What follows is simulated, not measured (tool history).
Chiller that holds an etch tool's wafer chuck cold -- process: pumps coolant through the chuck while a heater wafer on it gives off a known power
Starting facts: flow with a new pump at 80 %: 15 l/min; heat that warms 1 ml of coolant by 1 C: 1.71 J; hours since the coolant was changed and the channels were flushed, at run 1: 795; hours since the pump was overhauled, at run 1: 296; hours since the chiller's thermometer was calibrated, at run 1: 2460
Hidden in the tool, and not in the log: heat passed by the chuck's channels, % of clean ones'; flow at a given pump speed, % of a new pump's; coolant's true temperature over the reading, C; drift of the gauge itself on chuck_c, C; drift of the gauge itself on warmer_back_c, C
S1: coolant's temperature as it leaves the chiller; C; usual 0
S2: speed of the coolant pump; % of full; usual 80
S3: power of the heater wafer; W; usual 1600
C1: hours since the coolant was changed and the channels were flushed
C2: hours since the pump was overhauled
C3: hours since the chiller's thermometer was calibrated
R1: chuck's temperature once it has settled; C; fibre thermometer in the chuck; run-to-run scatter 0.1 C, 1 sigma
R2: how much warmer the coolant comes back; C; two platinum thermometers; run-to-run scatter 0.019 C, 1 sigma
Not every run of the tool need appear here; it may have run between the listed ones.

Run 1, hour 0.0: usual settings; C1 795; C2 296; C3 2460. Result: R1 10.3 C, R2 3.76 C.
Run 2, hour 33.1: usual settings but S3 1937 W; C1 828; C2 329; C3 2493. Result: R1 12.3 C, R2 4.50 C.
Run 3, hour 66.3: usual settings but S3 1937 W; C1 862; C2 362; C3 2526. Result: R1 12.3 C, R2 4.53 C.
Run 4, hour 98.2: usual settings but S3 1420 W; C1 893; C2 394; C3 2558. Result: R1 8.9 C, R2 3.34 C.
Run 5, hour 130.1: usual settings but S3 1420 W; C1 925; C2 426; C3 2590. Result: R1 9.1 C, R2 3.33 C.
Run 6, hour 163.1: usual settings but S2 99 % of full; C1 958; C2 459; C3 2623. Result: R1 8.9 C, R2 2.95 C.
Run 7, hour 194.7: usual settings but S2 99 % of full; C1 990; C2 490; C3 2655. Result: R1 8.9 C, R2 2.97 C.
Run 8, hour 226.7: usual settings but S2 88 % of full; C1 1022; C2 522; C3 2687. Result: R1 9.6 C, R2 3.35 C.
Run 9, hour 254.5: usual settings but S2 88 % of full; C1 1050; C2 550; C3 2715. Result: R1 9.7 C, R2 3.39 C.
Run 10, hour 280.1: usual settings but S1 6 C, S2 81 % of full; C1 1075; C2 576; C3 2740. Result: R1 16.0 C, R2 3.74 C.
Run 11, hour 301.8: usual settings but S1 -9 C, S2 93 % of full, S3 1221 W; C1 1097; C2 597; C3 2762. Result: R1 -1.9 C, R2 2.42 C.
Run 12, hour 342.0: usual settings but S1 -5 C, S2 82 % of full, S3 1183 W; C1 1137; C2 638; C3 2802. Result: R1 2.5 C, R2 2.69 C.
Run 13, hour 373.1: usual settings but S2 79 % of full, S3 2358 W; C1 1168; C2 669; C3 2833. Result: R1 15.2 C, R2 5.62 C.
Run 14, hour 413.9: usual settings but S2 79 % of full, S3 2358 W; C1 1209; C2 709; C3 2874. Result: R1 15.0 C, R2 5.60 C.
Run 15, hour 434.5: usual settings but S2 79 % of full, S3 2358 W; C1 1230; C2 730; C3 2895. Result: R1 15.0 C, R2 5.54 C.

Branching from run 15: 4 alternative next runs. What would each branch give?
Run A, hour 460.6: usual settings but S2 81 % of full, S3 1490 W; C1 1256; C2 756; C3 2921. Result: R1 ?, R2 ?.
Run B, hour 460.6: usual settings but S1 -1 C, S2 68 % of full, S3 2358 W; C1 1256; C2 756; C3 2921. Result: R1 ?, R2 ?.
Run C, hour 460.6: usual settings but S1 -8 C, S3 1339 W; C1 1256; C2 756; C3 2921. Result: R1 ?, R2 ?.
Run D, hour 460.6: usual settings but S1 1 C, S3 2139 W; C1 1256; C2 756; C3 2921. Result: R1 ?, R2 ?.

run    R1    R2
  A   9.3  3.43
  B  15.5  6.60
  C   0.4  3.14
  D  14.6  5.01
Take away the tool's hidden state, keep each run's random variation, and the runs would have read:
run    R1    R2
  A   9.3  3.43
  B  15.5  6.60
  C   0.4  3.14
  D  14.6  5.01
